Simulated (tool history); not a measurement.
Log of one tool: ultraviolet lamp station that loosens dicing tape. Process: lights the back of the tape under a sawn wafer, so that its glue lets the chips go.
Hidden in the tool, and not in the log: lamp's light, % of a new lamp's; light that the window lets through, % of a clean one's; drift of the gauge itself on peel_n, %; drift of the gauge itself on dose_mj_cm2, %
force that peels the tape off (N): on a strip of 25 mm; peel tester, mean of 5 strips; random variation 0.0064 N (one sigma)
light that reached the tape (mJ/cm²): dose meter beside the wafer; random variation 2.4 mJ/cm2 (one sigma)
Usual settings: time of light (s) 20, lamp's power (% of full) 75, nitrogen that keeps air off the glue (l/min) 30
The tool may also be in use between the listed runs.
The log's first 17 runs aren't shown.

| run | hour | time of light (s) | lamp's power (% of full) | nitrogen that keeps air off the glue (l/min) | hours of work of the lamp | hours of work since the window was cleaned | force that peels the tape off (N) | light that reached the tape (mJ/cm²) |
|---|---|---|---|---|---|---|---|---|
|  | 318.5 | window cleaned of glue's vapour, once more |
| 18 | 331 | 20 | 75 | 30 | 286 | 6 | 0.227 | 242 |
| 19 | 358.5 | 20 | 75 | 30 | 299 | 19 | 0.219 | 236 |
| 20 | 384.1 | 29 | 73 | 30 | 312 | 31 | 0.133 | 342 |
| 21 | 410 | 17 | 63 | 30 | 324 | 44 | 0.456 | 170 |
| 22 | 432.3 | 26 | 62 | 30 | 335 | 54 | 0.211 | 253 |
| 23 | 457 | 20 | 64 | 30 | 347 | 66 | 0.305 | 200 |
| 24 | 476.6 | 12 | 75 | 12 | 356 | 75 | 1.123 | 141 |
| 25 | 496.9 | 12 | 75 | 12 | 366 | 85 | 1.121 | 139 |
| 26 | 522.7 | 12 | 75 | 12 | 378 | 97 | 1.153 | 142 |
| 27 | 538.7 | 23 | 75 | 15 | 385 | 105 | 0.3 | 266 |
| 28 | 565.6 | 19 | 69 | 35 | 398 | 118 | 0.287 | 202 |
| 29 | 588.5 | 27 | 89 | 45 | 409 | 129 | 0.132 | 366 |
| 30 | 605.8 | 21 | 75 | 30 | 418 | 137 | 0.225 | 243 |
| 31 | 617.3 | 21 | 75 | 30 | 423 | 143 | 0.228 | 242 |
| 32 | 632.4 | 21 | 75 | 30 | 430 | 150 | 0.218 | 234 |
| 33 | 643.6 | 13 | 87 | 35 | 436 | 155 | 0.374 | 173 |
| 34 | 663.6 | 13 | 87 | 35 | 445 | 165 | 0.388 | 174 |
| 35 | 688.6 | 39 | 75 | 35 | 457 | 177 | 0.116 | 443 |
| 36 | 711.2 | 39 | 75 | 35 | 468 | 187 | 0.125 | 445 |

Forecast each of these 3 alternatives for the next run:
| A | 726.8 | 39 | 75 | 20 | 475 | 195 | ? | ? |
| B | 726.8 | 39 | 75 | 49 | 475 | 195 | ? | ? |
| C | 726.8 | 17 | 75 | 30 | 475 | 195 | ? | ? |

| run | force that peels the tape off (N) | light that reached the tape (mJ/cm²) |
|---|---|---|
| A | 0.138 | 441 |
| B | 0.127 | 440 |
| C | 0.357 | 193 |
Without the tool's hidden state the same runs would have given:
| run | force that peels the tape off (N) | light that reached the tape (mJ/cm²) |
|---|---|---|
| A | 0.131 | 510 |
| B | 0.126 | 509 |
| C | 0.265 | 223 |

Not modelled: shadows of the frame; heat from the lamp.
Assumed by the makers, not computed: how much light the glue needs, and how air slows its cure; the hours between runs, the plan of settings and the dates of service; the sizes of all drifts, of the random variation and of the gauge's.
